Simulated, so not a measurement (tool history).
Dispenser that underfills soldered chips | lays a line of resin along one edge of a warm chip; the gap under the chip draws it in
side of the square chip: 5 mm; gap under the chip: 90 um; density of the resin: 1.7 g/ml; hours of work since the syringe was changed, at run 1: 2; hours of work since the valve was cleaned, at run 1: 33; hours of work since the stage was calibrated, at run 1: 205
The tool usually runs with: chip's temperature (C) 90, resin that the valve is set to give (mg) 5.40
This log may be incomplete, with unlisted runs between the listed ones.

run	day	chip's temperature (C)	resin that the valve is set to give (mg)	hours of work since the syringe was changed	hours of work since the valve was cleaned	hours of work since the stage was calibrated	time until the resin shows at the far edge (s)	resin that the valve gave (mg)
1	0.000	90	5.40	2	33	205	17.0	5.28
2	0.300	90	5.40	8	39	210	21.3	5.20
# day 0.433: new syringe of resin
3	0.796	90	5.40	7	47	219	20.5	5.07
# day 0.983: new syringe of resin
4	1.192	90	5.40	4	54	226	17.6	5.11
5	1.429	99	5.40	8	59	230	16.3	5.21
# day 1.546: new syringe of resin
6	1.921	99	5.40	7	67	239	15.1	5.06
# day 2.092: new syringe of resin
7	2.458	99	5.40	7	77	248	15.1	5.14
# day 2.650: new syringe of resin
8	2.821	99	5.40	3	83	255	12.6	5.01
9	3.167	81	5.40	9	90	261	32.7	4.86
# day 3.225: new syringe of resin
10	3.508	90	6.86	5	96	267	18.0	6.25
# day 3.767: new syringe of resin
11	3.767	90	6.86	0	100	272	13.6	6.26
12	4.004	90	6.86	4	104	276	17.7	6.10
# day 4.300: new syringe of resin
13	4.338	90	5.40	1	110	282	15.5	4.97
14	4.796	90	5.40	9	119	290	23.3	4.74
# day 4.838: new syringe of resin
15	5.104	90	5.40	5	124	295	18.6	4.83
# day 5.396: new syringe of resin
16	5.650	104	5.40	5	134	305	11.1	4.78
# day 5.938: new syringe of resin
# day 5.979: dispensing valve cleaned and set on the balance
17	5.996	104	5.40	0	0	310	8.7	5.40
18	6.217	94	5.99	4	4	314	15.1	5.96
# day 6.550: new syringe of resin
19	6.750	94	5.99	4	14	324	15.1	5.89
# day 7.096: new syringe of resin
20	7.108	100	4.61	0	20	330	10.5	4.59
21	7.542	93	6.92	8	28	338	18.4	6.72
# day 7.633: new syringe of resin
22	7.788	90	4.67	3	32	342	17.8	4.44
# day 8.188: new syringe of resin
23	8.229	91	4.72	1	40	350	15.0	4.51
24	8.625	91	4.72	8	47	357	21.2	4.51
# day 8.758: new syringe of resin
25	8.946	93	5.42	3	53	363	14.7	5.08
# day 9.304: new syringe of resin
26	9.342	103	5.85	1	60	370	9.4	5.47
27	9.596	103	5.85	5	64	375	11.9	5.47
# day 9.871: new syringe of resin
28	9.917	103	5.85	1	70	380	9.6	5.42
29	10.258	76	5.32	7	76	386	33.9	4.87
# day 10.425: new syringe of resin
30	10.517	83	5.32	2	81	391	19.4	4.99
31	10.812	83	5.32	7	86	396	26.1	5.02
# day 10.975: new syringe of resin
32	11.288	83	5.32	6	95	405	24.2	4.86
# day 11.533: new syringe of resin
33	11.538	83	5.32	0	99	409	18.0	4.92
34	11.988	83	5.32	8	107	417	26.3	4.87

Some steps in time until the resin shows at the far edge (s), run to run, broken into two amounts with sign: the step expected even without the hidden condition (settings, incoming material, random variation), and the rest, left for the hidden condition together with whatever gauge scatter is not in both the measured and the hidden-condition-free result:
Hidden conditions of the tool in this case: resin's viscosity, % of fresh resin's; dose that the valve gives, % of what is set; true chip temperature over the reading, C; drift of the gauge itself on fill_s, %; drift of the gauge itself on given_mg, %.
Run 8 -> 9: chip's temperature (C) 99 -> 81. time until the resin shows at the far edge (s) +20.1: hidden state +9.6, all else +10.5.
Run 9 -> 10: chip's temperature (C) 81 -> 90, resin that the valve is set to give (mg) 5.40 -> 6.86, new syringe of resin. time until the resin shows at the far edge (s) -14.7: hidden state -8.1, all else -6.6.
Run 28 -> 29: chip's temperature (C) 103 -> 76, resin that the valve is set to give (mg) 5.85 -> 5.32. time until the resin shows at the far edge (s) +24.3: hidden state +7.7, all else +16.6.
Run 33 -> 34: nothing adjusted, nothing logged. time until the resin shows at the far edge (s) +8.3: hidden state +8.7, all else -0.4.

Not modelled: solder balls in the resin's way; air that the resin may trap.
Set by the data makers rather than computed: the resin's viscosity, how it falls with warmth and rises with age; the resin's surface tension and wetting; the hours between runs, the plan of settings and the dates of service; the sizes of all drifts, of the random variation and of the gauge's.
